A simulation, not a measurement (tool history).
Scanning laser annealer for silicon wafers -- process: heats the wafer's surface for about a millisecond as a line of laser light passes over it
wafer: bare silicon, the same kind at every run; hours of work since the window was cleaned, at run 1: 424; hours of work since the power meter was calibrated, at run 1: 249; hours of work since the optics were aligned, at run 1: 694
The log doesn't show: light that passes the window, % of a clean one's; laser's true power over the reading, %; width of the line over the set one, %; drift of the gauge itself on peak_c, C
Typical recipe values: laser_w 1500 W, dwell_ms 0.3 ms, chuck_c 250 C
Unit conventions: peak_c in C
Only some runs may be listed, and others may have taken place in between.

run	hour	laser_w	dwell_ms	chuck_c	hours of work since the window was cleaned	hours of work since the power meter was calibrated	hours of work since the optics were aligned	peak_c
1	0	1500	0.3	250	424	249	694	976
2	11.6	1500	0.3	241	430	255	700	970
3	30.2	1500	0.3	261	439	264	710	988
4	46.1	1500	0.3	261	447	272	718	991
5	66.2	1500	0.3	261	458	283	728	988
6	86.7	1342	0.3	250	468	293	739	876
7	100.9	1330	0.3	250	476	300	746	869
8	121.6	1330	0.3	250	486	311	757	872
9	137.5	1330	0.3	250	494	319	765	869
# hour 152.5: window over the wafer cleaned
10	157.9	1330	0.3	250	3	329	774	870
11	177.1	1330	0.3	250	13	338	784	869
12	194.3	1500	0.217	250	21	347	793	851
13	217.3	1500	0.217	250	33	359	805	854
14	233.7	1500	0.217	250	42	368	813	857
15	252	1534	0.288	234	51	377	823	964
16	263.8	1490	0.23	249	57	383	829	864
17	280.8	1490	0.23	249	66	392	837	869
18	302	1616	0.28	271	77	403	848	1044
19	320.4	1368	0.213	289	86	412	858	814
20	338.1	1500	0.365	229	95	421	867	1043
21	348.1	1363	0.281	218	100	426	872	832
22	364.9	1363	0.281	218	109	435	881	834
23	381	1600	0.31	275	117	443	889	1080
24	393.7	1600	0.31	275	124	450	895	1083
# hour 409.9: optics aligned, line set to its width
25	415.7	1600	0.31	275	133	459	3	1083
26	434.3	1493	0.3	286	142	468	13	1011

Alternative continuations, all from the tool just after run 26; predict every row:
A	449.7	1307	0.264	228	150	476	20	?
B	449.7	1386	0.3	286	150	476	20	?
C	449.7	1488	0.3	286	150	476	20	?

run	peak_c
A	791
B	940
C	1003
With no hidden state in the tool, these same runs would have given:
run	peak_c
A	791
B	941
C	1004
